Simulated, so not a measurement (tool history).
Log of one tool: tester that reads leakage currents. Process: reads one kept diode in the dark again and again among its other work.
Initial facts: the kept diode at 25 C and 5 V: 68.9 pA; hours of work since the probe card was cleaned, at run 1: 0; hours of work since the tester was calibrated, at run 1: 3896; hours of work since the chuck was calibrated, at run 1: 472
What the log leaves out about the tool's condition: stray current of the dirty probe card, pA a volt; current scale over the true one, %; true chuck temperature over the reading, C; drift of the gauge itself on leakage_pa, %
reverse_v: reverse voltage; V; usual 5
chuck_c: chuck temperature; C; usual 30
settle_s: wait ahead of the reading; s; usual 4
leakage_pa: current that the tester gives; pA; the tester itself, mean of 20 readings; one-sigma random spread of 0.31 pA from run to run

| run | hour | reverse_v | chuck_c | settle_s | hours of work since the probe card was cleaned | hours of work since the tester was calibrated | hours of work since the chuck was calibrated | leakage_pa |
|---|---|---|---|---|---|---|---|---|
| 1 | 0 | 5 | 30 | 4 | 0 | 3896 | 472 | 100.77 |
| 2 | 165.8 | 5 | 30 | 4 | 124 | 4020 | 596 | 100.34 |
|  | 322.6 | chuck's temperature calibrated |
| 3 | 351.2 | 5 | 30 | 4 | 262 | 4158 | 21 | 100.49 |
| 4 | 451.2 | 5 | 45 | 4 | 337 | 4233 | 96 | 291.6 |
| 5 | 596.5 | 5 | 55 | 4 | 446 | 4342 | 206 | 563.39 |
| 6 | 741.6 | 1.75 | 30 | 4 | 555 | 4451 | 314 | 71.73 |
| 7 | 867.6 | 5 | 30 | 2.6 | 649 | 4545 | 409 | 100.63 |
| 8 | 1095.5 | 5 | 30 | 2.6 | 820 | 4716 | 580 | 100.98 |
| 9 | 1217.1 | 5 | 30 | 2.6 | 912 | 4807 | 671 | 101.1 |
|  | 1285.1 | chuck's temperature calibrated |
| 10 | 1416.7 | 2.35 | 30 | 4 | 1060 | 4956 | 99 | 78.81 |
| 11 | 1601.7 | 2.35 | 30 | 4 | 1199 | 5095 | 238 | 78.78 |
| 12 | 1822 | 2.35 | 30 | 4 | 1364 | 5260 | 403 | 78.99 |
| 13 | 1988.7 | 2.35 | 30 | 4 | 1489 | 5385 | 528 | 79.26 |
| 14 | 2116.1 | 2.35 | 30 | 4 | 1584 | 5480 | 623 | 79.51 |
|  | 2238.5 | chuck's temperature calibrated |
| 15 | 2313.8 | 5 | 30 | 0.77 | 1731 | 5627 | 56 | 102.26 |
|  | 2349.4 | tester calibrated |
| 16 | 2527.1 | 5 | 30 | 9.72 | 1890 | 133 | 215 | 100.34 |
| 17 | 2737.6 | 5 | 30 | 9.72 | 2048 | 291 | 373 | 101.03 |
| 18 | 2851.6 | 5 | 30 | 9.72 | 2133 | 377 | 458 | 100.6 |
| 19 | 3049.8 | 5 | 30 | 9.72 | 2282 | 525 | 607 | 101.57 |
|  | 3071.5 | probe card cleaned and baked |
|  | 3193.3 | chuck's temperature calibrated |
| 20 | 3281.3 | 1.27 | 48 | 1.23 | 156 | 695 | 66 | 229.31 |
| 21 | 3487.5 | 1.47 | 30 | 4 | 311 | 850 | 221 | 67.6 |
| 22 | 3698.4 | 2.48 | 49 | 3.93 | 469 | 1008 | 379 | 303.49 |
| 23 | 3908.7 | 3.72 | 38 | 1.75 | 627 | 1166 | 537 | 163.64 |
| 24 | 4104.4 | 1.03 | 42 | 9.83 | 773 | 1313 | 683 | 143.01 |
|  | 4142 | chuck's temperature calibrated |
| 25 | 4227.1 | 1.03 | 42 | 9.83 | 864 | 1403 | 64 | 142.35 |
| 26 | 4349 | 5 | 34 | 0.48 | 955 | 1495 | 155 | 137.28 |
| 27 | 4564.4 | 3.2 | 37 | 0.94 | 1117 | 1656 | 317 | 146.1 |
| 28 | 4705.4 | 1.04 | 30 | 1.42 | 1223 | 1762 | 423 | 60.84 |
| 29 | 4948.2 | 1.04 | 30 | 1.42 | 1405 | 1944 | 605 | 60.78 |
|  | 5096.1 | chuck's temperature calibrated |
| 30 | 5113.5 | 1.04 | 30 | 1.42 | 1527 | 2067 | 13 | 60.96 |
| 31 | 5286.8 | 15.76 | 51 | 1.42 | 1657 | 2197 | 143 | 631.87 |
| 32 | 5385 | 1.01 | 56 | 1.42 | 1731 | 2270 | 217 | 355.1 |
| 33 | 5563.1 | 1.01 | 56 | 1.42 | 1865 | 2404 | 350 | 357.59 |
| 34 | 5685.7 | 17.87 | 56 | 7.65 | 1957 | 2496 | 442 | 898.42 |
| 35 | 5807.5 | 17.87 | 56 | 7.65 | 2048 | 2587 | 534 | 900.38 |
| 36 | 6016.6 | 7.62 | 30 | 1.54 | 2205 | 2744 | 691 | 117.25 |
|  | 6046.9 | chuck's temperature calibrated |
|  | 6138.6 | probe card cleaned and baked |
| 37 | 6171.4 | 9.97 | 25 | 1.54 | 25 | 2857 | 91 | 87.31 |
| 38 | 6354.9 | 2.43 | 25 | 8.55 | 162 | 2994 | 229 | 54.79 |

Selected run-to-run steps in leakage_pa, each split into two signed amounts: the part the tool would show with no hidden state at all (from settings, incoming material and random variation), and the remainder, which goes to the hidden state together with any gauge scatter not common to the measured and the hidden-state-free results:
Run 30 -> 31: reverse_v 1.04 -> 15.76, chuck_c 30 -> 51. leakage_pa +570.91 pA: hidden state +0.31, all else +570.6.
Run 33 -> 34: reverse_v 1.01 -> 17.87, settle_s 1.42 -> 7.65. leakage_pa +540.83 pA: hidden state +0.61, all else +540.22.
Run 35 -> 36: reverse_v 17.87 -> 7.62, chuck_c 56 -> 30, settle_s 7.65 -> 1.54. leakage_pa -783.13 pA: hidden state -0.67, all else -782.46.
